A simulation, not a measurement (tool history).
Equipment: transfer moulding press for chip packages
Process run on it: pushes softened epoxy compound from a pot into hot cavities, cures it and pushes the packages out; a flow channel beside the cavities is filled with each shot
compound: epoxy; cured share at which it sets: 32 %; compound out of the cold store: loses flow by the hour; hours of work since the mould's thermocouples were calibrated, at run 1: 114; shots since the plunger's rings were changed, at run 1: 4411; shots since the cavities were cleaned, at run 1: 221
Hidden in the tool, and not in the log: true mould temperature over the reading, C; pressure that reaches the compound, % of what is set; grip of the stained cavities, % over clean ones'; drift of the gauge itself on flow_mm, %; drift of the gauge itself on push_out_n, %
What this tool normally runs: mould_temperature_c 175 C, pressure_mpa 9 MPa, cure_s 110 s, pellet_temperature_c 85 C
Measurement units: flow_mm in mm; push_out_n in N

| run | hour | mould_temperature_c | pressure_mpa | cure_s | pellet_temperature_c | hours of work since the mould's thermocouples were calibrated | shots since the plunger's rings were changed | shots since the cavities were cleaned | incoming compound's hours out of the cold store | flow_mm | push_out_n |
|---|---|---|---|---|---|---|---|---|---|---|---|
| 1 | 0 | 175 | 9 | 110 | 85 | 114 | 4411 | 221 | 44.8 | 921 | 223 |
| 2 | 8.3 | 175 | 9 | 110 | 85 | 119 | 4496 | 306 | 44.5 | 923 | 229 |
| 3 | 15.5 | 175 | 9 | 110 | 85 | 124 | 4569 | 379 | 20.5 | 983 | 227 |
| 4 | 23.8 | 175 | 9 | 110 | 85 | 129 | 4653 | 463 | 13.8 | 997 | 231 |
| 5 | 27.7 | 175 | 9 | 110 | 82 | 131 | 4692 | 502 | 31.9 | 955 | 231 |
| 6 | 32.5 | 175 | 9 | 110 | 85 | 135 | 4742 | 552 | 38.2 | 939 | 222 |
| 7 | 37.6 | 175 | 9 | 110 | 85 | 138 | 4794 | 604 | 27.7 | 962 | 227 |
| 8 | 42.3 | 175 | 9 | 103 | 85 | 141 | 4841 | 651 | 35.3 | 943 | 244 |
| 9 | 47 | 175 | 9 | 103 | 85 | 144 | 4889 | 699 | 43.4 | 931 | 234 |
|  | 55 | cavities cleaned with cleaning compound and waxed |
| 10 | 57 | 175 | 9 | 103 | 85 | 149 | 4975 | 20 | 16.7 | 990 | 242 |
| 11 | 64.7 | 167 | 9.65 | 141 | 88 | 154 | 5053 | 98 | 18.3 | 1074 | 239 |
| 12 | 72.6 | 174 | 9 | 110 | 94 | 159 | 5134 | 179 | 29.1 | 968 | 236 |
|  | 76.6 | plunger's sealing rings changed |
| 13 | 82.4 | 174 | 9 | 110 | 94 | 164 | 59 | 253 | 33.4 | 954 | 223 |
| 14 | 89.4 | 176 | 7.97 | 103 | 85 | 168 | 130 | 324 | 28.7 | 906 | 225 |
| 15 | 96.7 | 176 | 7.97 | 103 | 85 | 173 | 204 | 398 | 33.6 | 891 | 231 |
| 16 | 100.8 | 176 | 7.97 | 103 | 85 | 175 | 246 | 440 | 11.2 | 937 | 237 |
| 17 | 109.9 | 167 | 9.33 | 110 | 85 | 181 | 339 | 533 | 16.9 | 1054 | 390 |
| 18 | 116.5 | 167 | 9.33 | 110 | 85 | 185 | 406 | 600 | 19.1 | 1055 | 390 |

Consider 5 possible next runs. They are alternatives, not a sequence: every one starts from the tool as it was left by run 18. What does each give?
| A | 125.5 | 178 | 6.94 | 110 | 76 | 191 | 498 | 692 | 13.6 | ? | ? |
| B | 125.5 | 167 | 9.33 | 127 | 85 | 191 | 498 | 692 | 35.3 | ? | ? |
| C | 125.5 | 175 | 8.22 | 145 | 85 | 191 | 498 | 692 | 17 | ? | ? |
| D | 125.5 | 168 | 9 | 110 | 85 | 191 | 498 | 692 | 47.9 | ? | ? |
| E | 125.5 | 167 | 9.33 | 91 | 88 | 191 | 498 | 692 | 10.4 | ? | ? |

| run | flow_mm | push_out_n |
|---|---|---|
| A | 864 | 217 |
| B | 1008 | 278 |
| C | 944 | 201 |
| D | 955 | 333 |
| E | 1077 | 577 |
With the hidden condition removed and each run's random variation left untouched, the same runs would have given:
| run | flow_mm | push_out_n |
|---|---|---|
| A | 864 | 213 |
| B | 1008 | 273 |
| C | 944 | 198 |
| D | 955 | 328 |
| E | 1077 | 568 |
